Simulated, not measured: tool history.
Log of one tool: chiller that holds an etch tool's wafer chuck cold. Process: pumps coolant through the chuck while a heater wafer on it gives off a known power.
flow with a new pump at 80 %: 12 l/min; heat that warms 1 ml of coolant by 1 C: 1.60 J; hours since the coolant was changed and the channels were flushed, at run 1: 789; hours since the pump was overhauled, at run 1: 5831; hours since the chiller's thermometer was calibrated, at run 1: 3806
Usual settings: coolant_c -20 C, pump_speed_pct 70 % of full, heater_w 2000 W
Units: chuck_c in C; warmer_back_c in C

run,hour,coolant_c,pump_speed_pct,heater_w,hours since the coolant was changed and the channels were flushed,hours since the pump was overhauled,hours since the chiller's thermometer was calibrated,chuck_c,warmer_back_c
1,0.0,-20,70,2000,789,5831,3806,3.2,7.25
2,187.7,-20,70,1355,977,6019,3994,-4.0,4.89
3,333.2,-20,70,1355,1122,6164,4140,-4.2,4.90
4,511.3,-20,70,1355,1301,6342,4318,-4.2,4.87
5,649.8,-20,70,1355,1439,6481,4456,-4.2,4.93
6,813.0,-20,70,1355,1602,6644,4619,-4.3,4.94
7,941.9,-14,70,2000,1731,6773,4748,9.3,7.29
8,1169.1,-14,70,2000,1958,7000,4975,9.2,7.31
9,1261.3,-20,85,2000,2051,7092,5068,0.2,5.83
10,1419.5,-11,70,2000,2209,7251,5226,12.4,7.23
# hour 1483.3: chiller's thermometer calibrated
11,1604.9,-11,70,2000,2393,7435,122,12.4,7.21
12,1729.2,-20,70,1564,2517,7559,246,-1.7,5.63
13,1944.4,-20,70,1564,2733,7775,461,-1.7,5.69
14,2100.0,-28,70,2000,2888,7930,617,-4.8,7.16
15,2261.2,-28,70,2000,3049,8091,778,-4.5,7.23
16,2451.0,-28,70,2000,3239,8281,968,-4.6,7.21
17,2629.3,-13,84,1847,3418,8459,1146,5.9,5.43
18,2821.1,-23,87,2035,3609,8651,1338,-2.8,5.80
19,2995.7,-29,87,1530,3784,8826,1512,-13.7,4.38
20,3182.4,-15,98,1485,3971,9012,1699,-1.3,3.72
21,3332.5,-22,70,2000,4121,9163,1849,1.2,7.22
22,3507.9,-22,70,2000,4296,9338,2025,1.5,7.24
23,3657.4,-22,70,2000,4446,9488,2174,1.4,7.21
24,3852.2,-21,70,1471,4641,9682,2369,-3.8,5.30
25,4042.4,-21,80,1664,4831,9872,2559,-3.4,5.20

The next listed run, before its measurement:
26,4244.8,-21,80,1664,5033,10075,2761,?,?

{"run 26": {"chuck_c": -3.2, "warmer_back_c": 5.25}}
Without the tool's hidden state the same run would have given chuck_c -3.2 C, warmer_back_c 5.24 C.
